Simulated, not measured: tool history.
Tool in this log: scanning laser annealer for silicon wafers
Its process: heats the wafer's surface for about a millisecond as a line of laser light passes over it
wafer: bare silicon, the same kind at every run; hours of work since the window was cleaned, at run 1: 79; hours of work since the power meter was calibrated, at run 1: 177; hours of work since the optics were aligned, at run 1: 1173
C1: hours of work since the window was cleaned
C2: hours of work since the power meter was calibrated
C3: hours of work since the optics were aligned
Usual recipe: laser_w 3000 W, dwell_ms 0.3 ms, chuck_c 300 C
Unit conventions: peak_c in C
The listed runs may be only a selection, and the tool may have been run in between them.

Run 1, hour 0: usual settings; C1 79; C2 177; C3 1173. Result: peak_c 1009 C.
Run 2, hour 9.3: usual settings but chuck_c 303 C; C1 84; C2 182; C3 1178. Result: peak_c 1016 C.
Run 3, hour 13.9: usual settings but chuck_c 338 C; C1 87; C2 184; C3 1180. Result: peak_c 1049 C.
Run 4, hour 17.7: usual settings but chuck_c 270 C; C1 89; C2 187; C3 1183. Result: peak_c 979 C.
Run 5, hour 24: usual settings but chuck_c 270 C; C1 92; C2 190; C3 1186. Result: peak_c 983 C.
Run 6, hour 32.4: usual settings but dwell_ms 0.253 ms, chuck_c 270 C; C1 97; C2 195; C3 1191. Result: peak_c 911 C.
Run 7, hour 36.7: usual settings but dwell_ms 0.253 ms, chuck_c 270 C; C1 99; C2 197; C3 1193. Result: peak_c 910 C.
Run 8, hour 41.1: usual settings but dwell_ms 0.253 ms, chuck_c 270 C; C1 102; C2 199; C3 1195. Result: peak_c 912 C.
Run 9, hour 47.4: usual settings but dwell_ms 0.253 ms, chuck_c 270 C; C1 105; C2 203; C3 1199. Result: peak_c 912 C.
At hour 52.8: optics aligned, line set to its width.
Run 10, hour 57.2: usual settings but dwell_ms 0.241 ms, chuck_c 298 C; C1 108; C2 205; C3 2. Result: peak_c 921 C.
Run 11, hour 65.4: usual settings but laser_w 2715 W, chuck_c 320 C; C1 112; C2 210; C3 7. Result: peak_c 963 C.
Run 12, hour 70.9: usual settings but laser_w 2735 W, chuck_c 285 C; C1 115; C2 213; C3 10. Result: peak_c 932 C.
Run 13, hour 79.3: usual settings but laser_w 2814 W, dwell_ms 0.236 ms, chuck_c 322 C; C1 120; C2 218; C3 15. Result: peak_c 900 C.
Run 14, hour 83.7: usual settings but laser_w 3001 W, dwell_ms 0.378 ms, chuck_c 322 C; C1 122; C2 220; C3 17. Result: peak_c 1136 C.
Run 15, hour 89.9: usual settings but laser_w 2910 W; C1 126; C2 224; C3 20. Result: peak_c 992 C.
Run 16, hour 98.3: usual settings but laser_w 2910 W; C1 130; C2 228; C3 25. Result: peak_c 989 C.
Run 17, hour 102.5: usual settings but laser_w 2910 W; C1 133; C2 230; C3 27. Result: peak_c 988 C.

How the hidden state differs across the entries between the runs, from the last listed run before each to the first after it:
Logged between run 9 and run 10: optics aligned, line set to its width (hour 52.8)
  light that passes the window, % of a clean one's: 99.39 -> 99.38; width of the line over the set one, %: 1.69 -> 1.88
  measured value less the no-hidden-state value, peak_c: -7 -> -7 C
